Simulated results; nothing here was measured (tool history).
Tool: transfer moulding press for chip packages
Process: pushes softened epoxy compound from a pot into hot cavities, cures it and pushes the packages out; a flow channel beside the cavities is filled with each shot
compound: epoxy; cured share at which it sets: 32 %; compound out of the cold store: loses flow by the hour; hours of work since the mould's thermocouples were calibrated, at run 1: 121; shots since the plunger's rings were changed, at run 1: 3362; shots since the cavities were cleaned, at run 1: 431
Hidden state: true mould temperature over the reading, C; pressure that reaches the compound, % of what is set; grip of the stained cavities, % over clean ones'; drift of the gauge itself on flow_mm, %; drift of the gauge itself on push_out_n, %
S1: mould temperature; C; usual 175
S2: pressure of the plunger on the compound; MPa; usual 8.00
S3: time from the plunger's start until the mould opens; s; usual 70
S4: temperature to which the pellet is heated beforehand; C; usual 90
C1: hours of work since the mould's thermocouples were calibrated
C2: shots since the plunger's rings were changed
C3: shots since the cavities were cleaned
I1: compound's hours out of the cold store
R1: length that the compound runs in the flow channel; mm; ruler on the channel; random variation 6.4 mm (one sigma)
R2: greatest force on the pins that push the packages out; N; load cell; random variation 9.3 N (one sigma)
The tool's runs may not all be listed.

Run 1, hour 0.0: usual settings; C1 121; C2 3362; C3 431; I1 22.5. Result: R1 927 mm, R2 606 N.
At hour 3.9: cavities cleaned with cleaning compound and waxed.
Run 2, hour 18.4: usual settings; C1 135; C2 3706; C3 294; I1 19.2. Result: R1 934 mm, R2 572 N.
At hour 27.7: cavities cleaned with cleaning compound and waxed.
At hour 48.0: plunger's sealing rings changed.
Run 3, hour 48.0: usual settings; C1 155; C2 0; C3 362; I1 15.7. Result: R1 1027 mm, R2 601 N.
At hour 53.8: cavities cleaned with cleaning compound and waxed.
Run 4, hour 64.7: usual settings but S3 89 s; C1 167; C2 311; C3 222; I1 41.3. Result: R1 870 mm, R2 365 N.
At hour 77.7: cavities cleaned with cleaning compound and waxed.
Run 5, hour 80.9: usual settings but S3 89 s; C1 178; C2 609; C3 64; I1 29.9. Result: R1 934 mm, R2 326 N.
Run 6, hour 97.3: usual settings but S3 89 s; C1 191; C2 943; C3 398; I1 42.0. Result: R1 859 mm, R2 408 N.
At hour 100.9: cavities cleaned with cleaning compound and waxed.
At hour 124.0: cavities cleaned with cleaning compound and waxed.
Run 7, hour 124.0: usual settings but S3 89 s; C1 210; C2 1427; C3 0; I1 36.7. Result: R1 890 mm, R2 281 N.
At hour 147.2: cavities cleaned with cleaning compound and waxed.
Run 8, hour 147.2: usual settings but S3 89 s; C1 227; C2 1868; C3 0; I1 43.7. Result: R1 843 mm, R2 266 N.
At hour 151.2: mould's thermocouples calibrated.
Run 9, hour 169.5: usual settings but S3 89 s; C1 14; C2 2282; C3 414; I1 13.6. Result: R1 1004 mm, R2 411 N.
At hour 172.5: cavities cleaned with cleaning compound and waxed.
Run 10, hour 188.2: usual settings but S1 167 C; C1 28; C2 2631; C3 319; I1 15.8. Result: R1 1006 mm, R2 1023 N.
At hour 197.9: cavities cleaned with cleaning compound and waxed.
Run 11, hour 205.4: usual settings but S1 176 C, S3 63 s; C1 40; C2 2952; C3 154; I1 43.3. Result: R1 825 mm, R2 568 N.

Run 12 comes next. What will it give?
At hour 221.3: cavities cleaned with cleaning compound and waxed.
Run 12, hour 221.5: usual settings but S2 9.75 MPa, S3 53 s; C1 52; C2 3249; C3 5; I1 16.7. Result: R1 ?, R2 ?.

Run 12 gave R1 1074 mm, R2 825 N.
Without the tool's hidden state the same run would have given R1 1136 mm, R2 835 N.

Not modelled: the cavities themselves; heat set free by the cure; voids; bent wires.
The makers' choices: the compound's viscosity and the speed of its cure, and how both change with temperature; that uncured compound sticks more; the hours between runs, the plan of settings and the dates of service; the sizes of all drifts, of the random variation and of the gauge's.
